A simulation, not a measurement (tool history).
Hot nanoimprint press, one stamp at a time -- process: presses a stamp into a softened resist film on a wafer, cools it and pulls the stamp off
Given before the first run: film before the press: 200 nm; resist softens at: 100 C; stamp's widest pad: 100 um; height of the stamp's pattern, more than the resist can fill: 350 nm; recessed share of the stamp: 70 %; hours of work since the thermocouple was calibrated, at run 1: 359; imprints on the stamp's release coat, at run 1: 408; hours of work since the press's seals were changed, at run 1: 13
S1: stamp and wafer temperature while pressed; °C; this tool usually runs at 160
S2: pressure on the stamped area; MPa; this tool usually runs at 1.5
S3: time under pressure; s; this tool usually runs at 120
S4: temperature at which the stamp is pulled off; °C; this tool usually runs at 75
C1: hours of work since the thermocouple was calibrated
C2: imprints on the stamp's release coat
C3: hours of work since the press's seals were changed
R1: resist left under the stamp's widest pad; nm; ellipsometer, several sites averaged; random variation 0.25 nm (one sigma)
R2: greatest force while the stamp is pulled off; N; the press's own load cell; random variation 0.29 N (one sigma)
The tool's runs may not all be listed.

run 1 hour=0 | S1=160 S2=1.5 S3=120 S4=75 | C1=359 C2=408 C3=13 | R1=74.6 R2=137.4
-- hour=12.1 plate thermocouple calibrated
run 2 hour=21.9 | S1=160 S2=1.16 S3=120 S4=75 | C1=5 C2=441 C3=22 | R1=84.7 R2=137.9
run 3 hour=36.5 | S1=160 S2=1.16 S3=120 S4=75 | C1=12 C2=465 C3=29 | R1=84.9 R2=137.5
run 4 hour=58.5 | S1=160 S2=1.16 S3=120 S4=75 | C1=22 C2=503 C3=39 | R1=85 R2=137.2
run 5 hour=80.9 | S1=160 S2=1.5 S3=120 S4=75 | C1=33 C2=541 C3=50 | R1=74.7 R2=137.6
-- hour=103.9 stamp cleaned and given a new release coat
run 6 hour=109.3 | S1=160 S2=1.5 S3=120 S4=75 | C1=43 C2=9 C3=60 | R1=74.8 R2=137.2
run 7 hour=136.9 | S1=160 S2=1.5 S3=120 S4=75 | C1=56 C2=56 C3=73 | R1=74.8 R2=137.4
run 8 hour=163 | S1=160 S2=1.5 S3=120 S4=75 | C1=69 C2=100 C3=86 | R1=74.7 R2=137.3
run 9 hour=176.4 | S1=160 S2=1.5 S3=120 S4=71 | C1=75 C2=123 C3=92 | R1=75.5 R2=152.6
run 10 hour=196.6 | S1=166 S2=1.5 S3=148 S4=71 | C1=85 C2=157 C3=102 | R1=52 R2=152.4
run 11 hour=211.7 | S1=166 S2=1.5 S3=148 S4=71 | C1=92 C2=183 C3=109 | R1=51.9 R2=153.2
run 12 hour=225 | S1=166 S2=1.07 S3=148 S4=69 | C1=98 C2=205 C3=115 | R1=62.2 R2=160.7
run 13 hour=241.1 | S1=160 S2=1.5 S3=81 S4=81 | C1=106 C2=233 C3=123 | R1=86.9 R2=113.6
run 14 hour=259.9 | S1=149 S2=2.1 S3=120 S4=60 | C1=115 C2=265 C3=132 | R1=106.4 R2=196.1

Alternative continuations, all from the tool just after run 14; predict every row:
run A hour=275 | S1=170 S2=1.48 S3=120 S4=72 | C1=122 C2=290 C3=139 | R1=? R2=?
run B hour=275 | S1=160 S2=1.5 S3=75 S4=75 | C1=122 C2=290 C3=139 | R1=? R2=?
run C hour=275 | S1=166 S2=2.1 S3=94 S4=60 | C1=122 C2=290 C3=139 | R1=? R2=?
run D hour=275 | S1=148 S2=2.1 S3=153 S4=60 | C1=122 C2=290 C3=139 | R1=? R2=?
run E hour=275 | S1=149 S2=1.46 S3=151 S4=80 | C1=122 C2=290 C3=139 | R1=? R2=?

run=A R1=48 R2=148.8
run=B R1=89.2 R2=136.8
run=C R1=52.5 R2=196.5
run=D R1=102.4 R2=196.1
run=E R1=115.3 R2=117.1
Take away the tool's hidden state, keep each run's random variation, and the runs would have read:
run=A R1=48 R2=149.5
run=B R1=89.2 R2=137.4
run=C R1=52.5 R2=197.3
run=D R1=102.5 R2=197
run=E R1=115.4 R2=117.6

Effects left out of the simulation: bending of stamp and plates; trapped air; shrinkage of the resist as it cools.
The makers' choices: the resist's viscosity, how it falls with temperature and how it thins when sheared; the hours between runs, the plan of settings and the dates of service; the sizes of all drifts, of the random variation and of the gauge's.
